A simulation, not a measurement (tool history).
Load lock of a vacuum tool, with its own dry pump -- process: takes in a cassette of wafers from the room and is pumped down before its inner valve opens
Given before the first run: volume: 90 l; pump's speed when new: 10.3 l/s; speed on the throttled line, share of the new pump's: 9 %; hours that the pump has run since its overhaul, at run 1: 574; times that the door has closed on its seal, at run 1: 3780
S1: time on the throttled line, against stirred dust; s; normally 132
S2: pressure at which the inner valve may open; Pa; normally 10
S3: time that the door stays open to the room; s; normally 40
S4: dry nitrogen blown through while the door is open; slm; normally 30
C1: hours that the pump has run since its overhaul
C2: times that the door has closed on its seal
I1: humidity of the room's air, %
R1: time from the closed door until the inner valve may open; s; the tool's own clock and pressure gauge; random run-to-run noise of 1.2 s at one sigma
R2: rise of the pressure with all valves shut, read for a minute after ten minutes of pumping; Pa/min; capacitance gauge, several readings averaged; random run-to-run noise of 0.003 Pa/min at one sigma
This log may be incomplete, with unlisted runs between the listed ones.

| run | hour | S1 | S2 | S3 | S4 | C1 | C2 | I1 | R1 | R2 |
|---|---|---|---|---|---|---|---|---|---|---|
| 1 | 0.0 | 132 | 10 | 40 | 30 | 574 | 3780 | 46.1 | 200.4 | 0.031 |
| 2 | 67.7 | 132 | 10 | 40 | 30 | 642 | 3851 | 45.0 | 198.3 | 0.032 |
| 3 | 110.6 | 132 | 10 | 40 | 30 | 685 | 3897 | 44.2 | 201.6 | 0.031 |
| 4 | 160.7 | 132 | 10 | 40 | 30 | 735 | 3949 | 42.5 | 199.7 | 0.033 |
| 5 | 231.9 | 132 | 8 | 40 | 30 | 806 | 4024 | 47.2 | 202.3 | 0.035 |
| 6 | 284.7 | 132 | 8 | 40 | 30 | 859 | 4080 | 48.4 | 203.3 | 0.036 |

Estimate the outcome of run 7 from the log above:
| 7 | 341.6 | 132 | 8 | 40 | 30 | 916 | 4140 | 47.3 | ? | ? |

Run 7 measured R1 204.1 s, R2 0.034 Pa/min.
Had the tool carried no hidden state, the very same run would have given R1 203.4 s, R2 0.010 Pa/min.
